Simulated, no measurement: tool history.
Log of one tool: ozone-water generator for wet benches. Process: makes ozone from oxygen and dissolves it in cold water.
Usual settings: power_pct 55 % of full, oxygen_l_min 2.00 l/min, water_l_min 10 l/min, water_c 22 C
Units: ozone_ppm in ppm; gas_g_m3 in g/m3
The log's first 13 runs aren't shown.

run	day	power_pct	oxygen_l_min	water_l_min	water_c	ozone_ppm	gas_g_m3
14	58.304	55	1.25	10	22	8.7	177.7
15	61.771	55	1.25	10	22	8.5	177.0
16	65.962	55	1.25	10	22	8.7	177.8
17	68.671	55	2.00	9	17	10.6	136.7
18	73.946	55	3.03	8	15	12.0	107.8
19	80.054	96	1.75	8	25	13.6	198.9
20	85.779	96	1.75	8	25	13.9	196.2
21	91.300	96	1.75	8	16	15.7	197.6
22	94.779	52	2.00	10	22	8.6	132.9
23	98.438	55	2.00	10	22	8.7	136.4
# day 98.825: water thermometer calibrated
24	105.033	55	2.00	10	22	8.8	135.8
25	109.504	68	1.35	9	22	10.6	188.8
26	112.850	68	1.78	9	22	10.8	160.6
27	119.421	41	2.06	14	27	5.2	114.1
28	125.962	55	2.00	10	26	8.2	134.1
29	131.788	50	2.00	10	26	8.0	128.0
30	136.021	55	2.82	9	22	9.3	113.5
31	140.138	55	2.32	10	22	9.0	124.3
32	144.092	55	2.32	10	22	8.8	125.1

Forecast each of these 4 alternatives for the next run:
A	147.600	55	3.58	10	15	?	?
B	147.600	55	2.00	8	22	?	?
C	147.600	55	1.35	11	29	?	?
D	147.600	58	2.32	16	16	?	?

run	ozone_ppm	gas_g_m3
A	9.6	97.8
B	10.7	134.5
C	7.2	167.2
D	6.2	126.8
Without the tool's hidden state the same runs would have given:
run	ozone_ppm	gas_g_m3
A	10.6	105.8
B	11.7	145.5
C	7.9	180.9
D	6.9	137.7
